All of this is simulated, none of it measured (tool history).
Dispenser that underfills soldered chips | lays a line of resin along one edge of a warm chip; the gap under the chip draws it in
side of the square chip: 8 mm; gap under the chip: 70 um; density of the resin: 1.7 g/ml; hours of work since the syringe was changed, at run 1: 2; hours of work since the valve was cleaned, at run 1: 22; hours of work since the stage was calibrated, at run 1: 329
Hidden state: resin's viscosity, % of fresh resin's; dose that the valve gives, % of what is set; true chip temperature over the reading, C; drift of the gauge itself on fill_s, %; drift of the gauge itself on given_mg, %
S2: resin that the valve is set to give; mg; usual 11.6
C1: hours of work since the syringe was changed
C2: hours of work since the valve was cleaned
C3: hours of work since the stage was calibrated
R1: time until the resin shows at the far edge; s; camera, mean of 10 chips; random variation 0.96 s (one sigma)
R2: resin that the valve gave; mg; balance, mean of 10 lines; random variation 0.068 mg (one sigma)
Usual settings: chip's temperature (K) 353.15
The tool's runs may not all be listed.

Run 1, hour 0.0: usual settings; C1 2; C2 22; C3 329. Result: R1 92.4 s, R2 11.36 mg.
Run 2, hour 9.4: usual settings but S2 10.3 mg; C1 9; C2 29; C3 336. Result: R1 120.0 s, R2 10.10 mg.
At hour 11.8: new syringe of resin.
Run 3, hour 19.4: usual settings but S2 10.3 mg; C1 5; C2 35; C3 342. Result: R1 101.3 s, R2 10.10 mg.
At hour 27.2: new syringe of resin.
Run 4, hour 29.8: usual settings but chip's temperature (K) 347.15; C1 2; C2 42; C3 349. Result: R1 112.8 s, R2 11.44 mg.
Run 5, hour 38.5: usual settings but chip's temperature (K) 347.15; C1 8; C2 48; C3 355. Result: R1 136.5 s, R2 11.31 mg.
At hour 42.5: new syringe of resin.
Run 6, hour 52.0: usual settings but chip's temperature (K) 347.15; C1 6; C2 57; C3 364. Result: R1 133.1 s, R2 11.22 mg.
At hour 58.5: new syringe of resin.
Run 7, hour 60.5: usual settings but chip's temperature (K) 339.15; C1 1; C2 63; C3 369. Result: R1 157.5 s, R2 11.18 mg.
At hour 74.4: new syringe of resin.
Run 8, hour 74.4: usual settings but chip's temperature (K) 339.15; C1 0; C2 72; C3 379. Result: R1 148.3 s, R2 11.18 mg.
Run 9, hour 84.7: usual settings; C1 7; C2 79; C3 385. Result: R1 109.8 s, R2 11.00 mg.
At hour 89.6: new syringe of resin.
Run 10, hour 96.4: usual settings; C1 5; C2 87; C3 393. Result: R1 97.9 s, R2 10.97 mg.
At hour 105.5: new syringe of resin.
At hour 106.5: dispensing valve cleaned and set on the balance.
Run 11, hour 107.7: usual settings; C1 1; C2 1; C3 400. Result: R1 87.6 s, R2 11.61 mg.
Run 12, hour 118.6: usual settings; C1 8; C2 8; C3 407. Result: R1 112.6 s, R2 11.55 mg.
At hour 121.8: new syringe of resin.
Run 13, hour 125.5: usual settings; C1 2; C2 13; C3 412. Result: R1 91.9 s, R2 11.54 mg.
At hour 137.5: new syringe of resin.
Run 14, hour 138.6: usual settings but chip's temperature (K) 363.15, S2 14.1 mg; C1 1; C2 21; C3 421. Result: R1 57.6 s, R2 14.03 mg.
Run 15, hour 150.4: usual settings but chip's temperature (K) 355.15, S2 9.9 mg; C1 9; C2 29; C3 429. Result: R1 108.6 s, R2 9.73 mg.
At hour 153.2: new syringe of resin.
Run 16, hour 162.8: usual settings but chip's temperature (K) 355.15, S2 9.9 mg; C1 7; C2 38; C3 437. Result: R1 100.7 s, R2 9.66 mg.
At hour 168.6: new syringe of resin.
Run 17, hour 172.3: usual settings but chip's temperature (K) 355.15, S2 9.9 mg; C1 2; C2 44; C3 443. Result: R1 87.8 s, R2 9.64 mg.
Run 18, hour 182.3: usual settings but chip's temperature (K) 355.15, S2 9.9 mg; C1 9; C2 50; C3 450. Result: R1 111.0 s, R2 9.63 mg.
At hour 184.0: new syringe of resin.
Run 19, hour 190.1: usual settings but chip's temperature (K) 346.15, S2 12.4 mg; C1 4; C2 56; C3 455. Result: R1 124.6 s, R2 11.98 mg.
At hour 199.6: new syringe of resin.
Run 20, hour 199.6: usual settings but chip's temperature (K) 346.15, S2 12.4 mg; C1 0; C2 62; C3 461. Result: R1 109.5 s, R2 11.97 mg.
Run 21, hour 212.8: usual settings; C1 9; C2 71; C3 470. Result: R1 113.2 s, R2 11.05 mg.
At hour 215.8: new syringe of resin.
Run 22, hour 225.2: usual settings but chip's temperature (K) 338.15, S2 12.0 mg; C1 6; C2 79; C3 478. Result: R1 191.5 s, R2 11.55 mg.
At hour 231.3: new syringe of resin.
Run 23, hour 235.1: usual settings but chip's temperature (K) 338.15, S2 12.0 mg; C1 3; C2 85; C3 485. Result: R1 165.5 s, R2 11.55 mg.
At hour 246.4: dispensing valve cleaned and set on the balance.
At hour 248.0: new syringe of resin.
Run 24, hour 250.4: usual settings but chip's temperature (K) 338.15, S2 12.0 mg; C1 2; C2 2; C3 494. Result: R1 160.4 s, R2 11.97 mg.

Forecast each of these 5 alternatives for the next run:
At hour 263.3: new syringe of resin.
Run A, hour 264.5: usual settings but chip's temperature (K) 367.15, S2 11.4 mg; C1 1; C2 12; C3 503. Result: R1 ?, R2 ?.
At hour 263.3: new syringe of resin.
Run B, hour 264.5: usual settings but chip's temperature (K) 338.15, S2 10.3 mg; C1 1; C2 12; C3 503. Result: R1 ?, R2 ?.
At hour 263.3: new syringe of resin.
Run C, hour 264.5: usual settings but chip's temperature (K) 345.15, S2 13.1 mg; C1 1; C2 12; C3 503. Result: R1 ?, R2 ?.
At hour 263.3: new syringe of resin.
Run D, hour 264.5: usual settings but chip's temperature (K) 364.15, S2 11.3 mg; C1 1; C2 12; C3 503. Result: R1 ?, R2 ?.
At hour 263.3: new syringe of resin.
Run E, hour 264.5: usual settings but chip's temperature (K) 356.15, S2 11.9 mg; C1 1; C2 12; C3 503. Result: R1 ?, R2 ?.

run     R1     R2
  A   50.0  11.19
  B  157.8  10.20
  C  112.6  13.11
  D   55.8  11.33
  E   74.9  11.72
Without the tool's hidden state the same runs would have given:
run     R1     R2
  A   53.6  11.28
  B  172.3  10.28
  C  122.6  13.21
  D   59.9  11.42
  E   80.9  11.81
